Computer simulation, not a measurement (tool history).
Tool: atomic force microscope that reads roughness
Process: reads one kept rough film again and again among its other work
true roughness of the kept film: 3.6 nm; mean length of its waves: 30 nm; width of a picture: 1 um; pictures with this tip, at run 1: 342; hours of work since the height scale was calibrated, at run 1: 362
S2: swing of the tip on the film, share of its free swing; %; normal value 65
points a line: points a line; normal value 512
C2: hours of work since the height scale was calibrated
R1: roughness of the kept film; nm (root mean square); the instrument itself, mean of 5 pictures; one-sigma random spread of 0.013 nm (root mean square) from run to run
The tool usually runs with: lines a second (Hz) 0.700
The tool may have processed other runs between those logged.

Run 1, day 0.000: usual settings; pictures with this tip 342; C2 362. Result: R1 2.669 nm (root mean square).
Run 2, day 0.492: usual settings but points a line 845; pictures with this tip 354; C2 367. Result: R1 2.675 nm (root mean square).
Run 3, day 1.192: usual settings but S2 78 %, points a line 845; pictures with this tip 371; C2 375. Result: R1 2.541 nm (root mean square).
At day 2.033: new tip fitted.
Run 4, day 2.283: usual settings but S2 78 %, points a line 845; pictures with this tip 6; C2 386. Result: R1 2.984 nm (root mean square).
Run 5, day 3.317: usual settings but points a line 591; pictures with this tip 32; C2 397. Result: R1 3.083 nm (root mean square).
Run 6, day 3.792: usual settings; pictures with this tip 44; C2 402. Result: R1 3.059 nm (root mean square).
Run 7, day 4.600: usual settings; pictures with this tip 64; C2 410. Result: R1 3.013 nm (root mean square).
Run 8, day 5.404: usual settings; pictures with this tip 84; C2 419. Result: R1 2.986 nm (root mean square).
Run 9, day 6.300: usual settings but points a line 259; pictures with this tip 107; C2 428. Result: R1 2.943 nm (root mean square).
Run 10, day 6.967: usual settings but points a line 499; pictures with this tip 124; C2 435. Result: R1 2.924 nm (root mean square).
Run 11, day 7.717: usual settings but points a line 731; pictures with this tip 142; C2 443. Result: R1 2.905 nm (root mean square).
Run 12, day 8.658: usual settings but lines a second (Hz) 2.312, points a line 387; pictures with this tip 166; C2 453. Result: R1 2.661 nm (root mean square).
Run 13, day 9.729: usual settings but lines a second (Hz) 2.312, points a line 387; pictures with this tip 193; C2 464. Result: R1 2.613 nm (root mean square).
Run 14, day 10.383: usual settings but lines a second (Hz) 3.468, S2 84 %, points a line 400; pictures with this tip 209; C2 471. Result: R1 1.967 nm (root mean square).
Run 15, day 11.379: usual settings but lines a second (Hz) 3.468, S2 84 %, points a line 400; pictures with this tip 234; C2 481. Result: R1 1.952 nm (root mean square).
Run 16, day 12.183: usual settings but S2 59 %; pictures with this tip 254; C2 490. Result: R1 2.774 nm (root mean square).
Run 17, day 13.067: usual settings but lines a second (Hz) 3.426, S2 57 %, points a line 514; pictures with this tip 276; C2 499. Result: R1 2.565 nm (root mean square).
Run 18, day 14.083: usual settings but lines a second (Hz) 3.426, S2 57 %, points a line 514; pictures with this tip 302; C2 510. Result: R1 2.572 nm (root mean square).
Run 19, day 14.583: usual settings but lines a second (Hz) 2.637, points a line 474; pictures with this tip 314; C2 515. Result: R1 2.487 nm (root mean square).
Run 20, day 15.050: usual settings but lines a second (Hz) 2.637, points a line 626; pictures with this tip 326; C2 520. Result: R1 2.463 nm (root mean square).

For each run, the measured value with the value that run would have given without the tool's hidden condition subtracted. The run-to-run variation is shared by both, the gauge scatter possibly not:
Unlogged tool condition in this case: radius of the tip, nm; height scale over the true one, %; drift of the gauge itself on roughness_nm, %.
run      R1
  1  -0.443
  2  -0.458
  3  -0.457
  4  -0.021
  5  -0.060
  6  -0.077
  7  -0.106
  8  -0.134
  9  -0.167
 10  -0.191
 11  -0.215
 12  -0.227
 13  -0.259
 14  -0.209
 15  -0.230
 16  -0.353
 17  -0.354
 18  -0.385
 19  -0.387
 20  -0.400
